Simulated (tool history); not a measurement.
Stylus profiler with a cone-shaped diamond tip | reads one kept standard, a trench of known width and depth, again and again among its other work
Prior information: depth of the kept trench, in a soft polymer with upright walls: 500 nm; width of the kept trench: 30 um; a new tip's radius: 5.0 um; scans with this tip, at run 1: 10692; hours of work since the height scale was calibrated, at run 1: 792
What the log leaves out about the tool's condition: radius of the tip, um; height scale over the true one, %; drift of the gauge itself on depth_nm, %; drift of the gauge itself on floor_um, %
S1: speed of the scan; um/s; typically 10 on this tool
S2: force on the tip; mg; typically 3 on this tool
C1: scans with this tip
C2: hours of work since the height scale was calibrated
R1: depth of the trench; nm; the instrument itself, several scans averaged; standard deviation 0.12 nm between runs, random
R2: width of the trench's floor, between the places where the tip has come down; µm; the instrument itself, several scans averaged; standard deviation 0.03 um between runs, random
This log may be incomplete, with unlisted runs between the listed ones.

run	hour	S1	S2	C1	C2	R1	R2
1	0	10	3	10692	792	502.74	24.21
2	20.1	10	3	10855	804	502.8	24.26
3	47.8	10	3	11082	821	502.87	24.14
4	84	10	3	11377	843	502.71	24.11
5	108.8	10	2.56	11579	858	502.17	24.12
6	143.5	16	2.56	11862	878	501.99	24.02
# hour 156.1: new tip fitted, height scale calibrated
7	174.7	16	2.56	152	11	504.35	25.5
8	205.5	10	3	403	30	504.72	25.52
9	232.7	10	1.41	625	46	502.88	25.47
10	257.1	24	3	824	61	504.74	25.45
11	287.3	13	3	1070	79	504.77	25.34
12	315.8	13	3	1302	96	504.62	25.36
13	338.2	13	3.06	1485	110	504.62	25.42
14	366.5	13	3.06	1716	127	504.68	25.31
15	383.4	13	3.06	1854	137	504.51	25.31
16	399	13	3.06	1981	147	504.56	25.21
17	417.8	10	4.45	2134	158	505.84	25.22
18	445.8	4	2.62	2363	175	504.14	25.24
19	478.6	33	3.23	2630	195	504.61	25.15
20	505.8	4	3.23	2852	211	504.67	25.22
21	538.4	4	3.23	3118	231	504.59	25.15
22	557.9	4	3.23	3276	243	504.46	25.04
23	591.4	4	3.23	3550	263	504.4	25.15
# hour 594.5: height scale calibrated on a step standard
24	614.9	17	1.1	3737	12	501.73	25.01
25	638.5	17	1.1	3930	27	501.71	25
26	666.3	17	1.1	4156	43	501.39	24.97
27	701.4	13	1.41	4443	65	501.98	24.99
28	728.2	7	1.99	4662	81	502.91	24.95
# hour 749.8: height scale calibrated on a step standard, once more
29	749.8	7	1.99	4833	0	503.45	24.92
30	767.3	11	8.93	4976	11	509.43	24.91
31	799.6	11	5.71	5239	30	507.16	24.84
32	815.7	17	4	5371	40	505.64	24.85
33	851.8	17	1.5	5665	62	502.52	24.77
34	868.1	10	2.74	5798	71	503.79	24.8

Consider 5 possible next runs. They are alternatives, not a sequence: every one starts from the tool as it was left by run 34. What does each give?
A	892.6	3	3.4	5998	86	?	?
B	892.6	8	5.43	5998	86	?	?
C	892.6	10	6.87	5998	86	?	?
D	892.6	14	7.83	5998	86	?	?
E	892.6	2	7.1	5998	86	?	?

run	R1	R2
A	504.89	24.72
B	506.67	24.78
C	507.62	24.76
D	508.32	24.76
E	507.78	24.78
With no hidden state in the tool, these same runs would have given:
run	R1	R2
A	505.15	25.57
B	506.94	25.63
C	507.89	25.61
D	508.59	25.61
E	508.05	25.64

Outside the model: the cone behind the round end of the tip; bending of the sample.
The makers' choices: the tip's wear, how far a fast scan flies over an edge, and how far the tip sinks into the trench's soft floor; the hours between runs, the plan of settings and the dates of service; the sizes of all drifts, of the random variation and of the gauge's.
